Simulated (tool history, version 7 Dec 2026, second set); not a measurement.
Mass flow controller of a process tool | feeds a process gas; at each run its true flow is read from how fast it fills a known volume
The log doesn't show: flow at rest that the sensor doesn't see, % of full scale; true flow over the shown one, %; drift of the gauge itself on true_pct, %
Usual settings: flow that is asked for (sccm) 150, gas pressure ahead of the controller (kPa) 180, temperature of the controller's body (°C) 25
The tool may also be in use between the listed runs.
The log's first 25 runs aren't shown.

run	hour	flow that is asked for (sccm)	gas pressure ahead of the controller (kPa)	temperature of the controller's body (°C)	hours of work since the controller was set to zero	hours of work since the controller was changed	true flow (%)
26	1665.9	282	255	38	264	2721	97.66
27	1740.6	282	255	38	320	2777	97.55
28	1809	282	255	38	372	2829	97.5
29	1878.5	89	144	25	424	2881	96.48
30	1949.9	89	144	25	478	2935	96.44
31	2027.6	255	144	29	536	2993	97.31
32	2104.7	255	144	29	594	3051	97.25
33	2167	255	144	29	641	3098	97.27
34	2225.5	87	200	32	685	3142	95.73
35	2304.7	364	202	25	744	3202	98.61
36	2354.6	61	180	39	782	3239	94.1
37	2433	129	180	25	841	3298	96.6
38	2497.8	101	180	25	890	3347	96.31
39	2551.2	55	238	20	930	3387	95.78
40	2590.9	55	235	23	960	3417	95.46

Forecast each of these 5 alternatives for the next run:
A	2667.2	331	141	24	1017	3474	?
B	2667.2	90	195	31	1017	3474	?
C	2667.2	129	183	25	1017	3474	?
D	2667.2	150	232	25	1017	3474	?
E	2667.2	137	180	25	1017	3474	?

run	true flow (%)
A	97.93
B	95.45
C	96.44
D	97.16
E	96.54
Without the tool's hidden state the same runs would have given:
run	true flow (%)
A	98.75
B	97.44
C	97.94
D	98.51
E	97.98
